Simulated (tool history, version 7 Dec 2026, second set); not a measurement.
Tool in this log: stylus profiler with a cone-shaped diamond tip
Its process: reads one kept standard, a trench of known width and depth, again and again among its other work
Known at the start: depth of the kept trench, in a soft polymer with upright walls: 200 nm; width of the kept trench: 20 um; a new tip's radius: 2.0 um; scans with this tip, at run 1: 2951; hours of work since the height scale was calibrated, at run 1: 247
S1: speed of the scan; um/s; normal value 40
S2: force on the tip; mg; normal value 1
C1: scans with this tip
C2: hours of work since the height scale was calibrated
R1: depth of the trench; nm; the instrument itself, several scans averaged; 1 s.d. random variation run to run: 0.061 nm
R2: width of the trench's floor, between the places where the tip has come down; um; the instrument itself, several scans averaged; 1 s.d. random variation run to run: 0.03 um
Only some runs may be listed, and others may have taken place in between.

run	hour	S1	S2	C1	C2	R1	R2
1	0	40	1	2951	247	201.82	18.03
2	14.5	40	1	3035	254	201.85	18.1
3	38.5	16	1	3172	265	201.82	18.15
4	64.6	16	1	3322	278	201.77	18.25
5	81.5	15	1	3418	286	201.81	18.15
6	108.3	15	1	3572	299	201.77	18.17
7	122	112	0.84	3650	305	201.67	17.73
8	138.6	40	0.38	3745	313	201.02	17.98
9	156.1	51	2.67	3845	321	203.56	18.14
10	178.6	51	2.67	3974	332	203.56	18.12
11	193.8	63	0.36	4061	339	201.02	17.79

Here are 3 independent what-if runs from the current tool condition. What would each one return?
A	211	70	2.02	4160	348	?	?
B	211	63	0.64	4160	348	?	?
C	211	99	0.52	4160	348	?	?

run	R1	R2
A	202.92	18.04
B	201.33	17.98
C	201.23	17.61
Without the tool's hidden state the same runs would have given:
run	R1	R2
A	202.92	18.05
B	201.34	17.98
C	201.23	17.62
